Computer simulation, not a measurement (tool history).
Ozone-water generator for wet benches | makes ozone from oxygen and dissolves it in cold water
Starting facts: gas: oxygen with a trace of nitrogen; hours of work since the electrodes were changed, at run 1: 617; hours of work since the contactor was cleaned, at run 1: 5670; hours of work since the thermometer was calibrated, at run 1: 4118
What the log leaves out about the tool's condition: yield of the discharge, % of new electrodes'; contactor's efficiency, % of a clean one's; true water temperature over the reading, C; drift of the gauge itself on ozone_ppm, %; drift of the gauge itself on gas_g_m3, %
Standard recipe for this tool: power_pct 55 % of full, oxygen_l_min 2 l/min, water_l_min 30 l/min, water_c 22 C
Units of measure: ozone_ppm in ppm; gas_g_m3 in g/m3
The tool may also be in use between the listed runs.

run	day	power_pct	oxygen_l_min	water_l_min	water_c	hours of work since the electrodes were changed	hours of work since the contactor was cleaned	hours of work since the thermometer was calibrated	ozone_ppm	gas_g_m3
1	0	55	2	30	22	617	5670	4118	9	203.1
2	3.558	55	2	30	22	689	5743	4191	9	204.2
3	6.712	50	2	30	22	754	5807	4255	8.2	187.4
4	10.175	55	2	30	25	824	5878	4326	8.7	205.2
5	13.296	55	2	30	25	888	5941	4390	8.8	203.2
6	16.029	55	2	30	25	944	5997	4445	8.9	203
7	18.629	55	2	30	25	997	6050	4498	8.9	206
8	20.612	55	2	30	25	1038	6091	4539	8.9	202.2
9	22.792	55	2	30	22	1082	6135	4583	9.2	204.7
10	25.625	55	2	30	22	1140	6193	4641	9	204
11	27.375	55	2	30	22	1176	6229	4677	9	205.3
12	30.692	55	2	30	22	1243	6297	4745	9	203.6
13	32.95	50	2	30	22	1289	6343	4791	8.4	187.8
14	36.354	50	2	30	22	1359	6412	4860	8.1	189.9
15	38.129	94	1.8	24	25	1395	6449	4897	16.9	346.2
16	40.6	80	1.94	31	23	1446	6499	4947	11.9	288.6
17	42.754	69	1.94	31	24	1490	6543	4991	10.3	256
18	45.954	69	2.76	31	24	1555	6608	5056	11.8	219.9
19	47.6	42	1.35	22	22	1589	6642	5090	8.4	191.1
20	49.767	77	1.43	34	17	1633	6686	5134	9.3	320.7
21	53.362	77	1.43	34	17	1706	6760	5208	9.6	321.8
22	56.167	99	2	30	15	1764	6817	5265	15.6	348.3
23	57.883	99	2	30	15	1799	6852	5300	15.9	349.1
24	60.225	99	2	37	30	1846	6900	5348	11.8	350.6

Alternative continuations, all from the tool just after run 24; predict every row:
A	62.529	91	2	37	30	1894	6947	5395	?	?
B	62.529	72	2	27	30	1894	6947	5395	?	?
C	62.529	99	2.21	23	30	1894	6947	5395	?	?

run	ozone_ppm	gas_g_m3
A	10.7	324.5
B	11.9	262.7
C	19	338.8
Without the tool's unlogged condition, the same runs would have read:
run	ozone_ppm	gas_g_m3
A	10.7	318.9
B	11.9	258.1
C	19	332.9
